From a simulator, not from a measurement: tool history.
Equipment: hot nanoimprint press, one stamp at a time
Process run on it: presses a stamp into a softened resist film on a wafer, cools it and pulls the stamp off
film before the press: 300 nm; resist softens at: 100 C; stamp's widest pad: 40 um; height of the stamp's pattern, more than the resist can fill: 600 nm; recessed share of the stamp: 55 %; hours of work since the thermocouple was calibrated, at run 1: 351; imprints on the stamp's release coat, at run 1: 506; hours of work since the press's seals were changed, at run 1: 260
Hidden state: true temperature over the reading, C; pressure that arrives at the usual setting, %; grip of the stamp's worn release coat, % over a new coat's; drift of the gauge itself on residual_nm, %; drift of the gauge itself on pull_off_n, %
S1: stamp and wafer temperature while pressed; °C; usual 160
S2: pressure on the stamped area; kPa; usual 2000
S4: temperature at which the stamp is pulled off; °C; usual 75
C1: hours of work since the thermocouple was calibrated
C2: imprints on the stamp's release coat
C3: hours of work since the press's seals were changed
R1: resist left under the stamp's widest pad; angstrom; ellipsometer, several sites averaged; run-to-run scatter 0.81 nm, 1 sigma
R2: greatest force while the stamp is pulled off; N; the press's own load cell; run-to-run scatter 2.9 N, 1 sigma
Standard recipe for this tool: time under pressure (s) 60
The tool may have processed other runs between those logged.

Run 1, day 0: usual settings; C1 351; C2 506; C3 260. Result: R1 1169 angstrom, R2 174 N.
Run 2, day 0.55: usual settings; C1 358; C2 553; C3 268. Result: R1 1189 angstrom, R2 181 N.
Run 3, day 0.908: usual settings; C1 363; C2 584; C3 273. Result: R1 1171 angstrom, R2 181 N.
Run 4, day 1.262: usual settings but S2 1240 kPa; C1 368; C2 615; C3 278. Result: R1 1454 angstrom, R2 179 N.
At day 1.738: stamp cleaned and given a new release coat.
Run 5, day 2.046: usual settings but S2 1240 kPa; C1 375; C2 26; C3 285. Result: R1 1460 angstrom, R2 137 N.
Run 6, day 2.554: usual settings but S1 162 °C; C1 382; C2 70; C3 292. Result: R1 1066 angstrom, R2 144 N.
Run 7, day 3.162: usual settings but S1 162 °C; C1 390; C2 122; C3 300. Result: R1 1082 angstrom, R2 153 N.
Run 8, day 3.896: usual settings but S1 162 °C; C1 400; C2 185; C3 310. Result: R1 1074 angstrom, R2 153 N.
Run 9, day 4.208: usual settings but S2 1650 kPa; C1 404; C2 212; C3 314. Result: R1 1313 angstrom, R2 154 N.
Run 10, day 4.912: usual settings but time under pressure (s) 32; C1 414; C2 272; C3 323. Result: R1 1526 angstrom, R2 161 N.
Run 11, day 5.492: usual settings but S1 165 °C, S2 1360 kPa, time under pressure (s) 57, S4 76 °C; C1 422; C2 322; C3 331. Result: R1 1150 angstrom, R2 160 N.
Run 12, day 5.796: usual settings but S4 77 °C; C1 426; C2 348; C3 335. Result: R1 1202 angstrom, R2 159 N.
Run 13, day 6.275: usual settings but S2 2700 kPa, time under pressure (s) 81; C1 432; C2 390; C3 342. Result: R1 923 angstrom, R2 162 N.
Run 14, day 6.588: usual settings but S1 158 °C, S2 1770 kPa, time under pressure (s) 56, S4 80 °C; C1 437; C2 416; C3 346. Result: R1 1447 angstrom, R2 156 N.
Run 15, day 7.262: usual settings but S1 158 °C, S2 1770 kPa, time under pressure (s) 56, S4 80 °C; C1 446; C2 474; C3 355. Result: R1 1442 angstrom, R2 161 N.
Run 16, day 7.946: usual settings but S1 166 °C, S2 1770 kPa, time under pressure (s) 80, S4 76 °C; C1 455; C2 533; C3 365. Result: R1 836 angstrom, R2 172 N.
Run 17, day 8.462: usual settings but S1 166 °C, S2 1770 kPa, time under pressure (s) 80, S4 76 °C; C1 462; C2 577; C3 372. Result: R1 831 angstrom, R2 181 N.
Run 18, day 9.004: usual settings but S1 166 °C, S2 1340 kPa, time under pressure (s) 80, S4 76 °C; C1 469; C2 624; C3 379. Result: R1 953 angstrom, R2 184 N.
At day 9.396: stamp cleaned and given a new release coat.
Run 19, day 9.854: usual settings but S1 153 °C, time under pressure (s) 91, S4 76 °C; C1 477; C2 39; C3 387. Result: R1 1494 angstrom, R2 138 N.

4 options for the next run, each taken on its own from the tool as it stands now. Forecast them:
Run A, day 10.179: usual settings but S1 166 °C, S2 2850 kPa, time under pressure (s) 91, S4 71 °C; C1 482; C2 67; C3 391. Result: R1 ?, R2 ?.
Run B, day 10.179: usual settings but S1 151 °C, S2 1810 kPa, S4 62 °C; C1 482; C2 67; C3 391. Result: R1 ?, R2 ?.
Run C, day 10.179: usual settings but S1 153 °C, time under pressure (s) 91, S4 65 °C; C1 482; C2 67; C3 391. Result: R1 ?, R2 ?.
Run D, day 10.179: usual settings but S1 162 °C, time under pressure (s) 100; C1 482; C2 67; C3 391. Result: R1 ?, R2 ?.

run    R1   R2
  A   622  151
  B  1955  172
  C  1491  169
  D   890  147
With the hidden condition removed and each run's random variation left untouched, the same runs would have given:
run    R1   R2
  A   534  142
  B  1743  162
  C  1296  160
  D   769  138
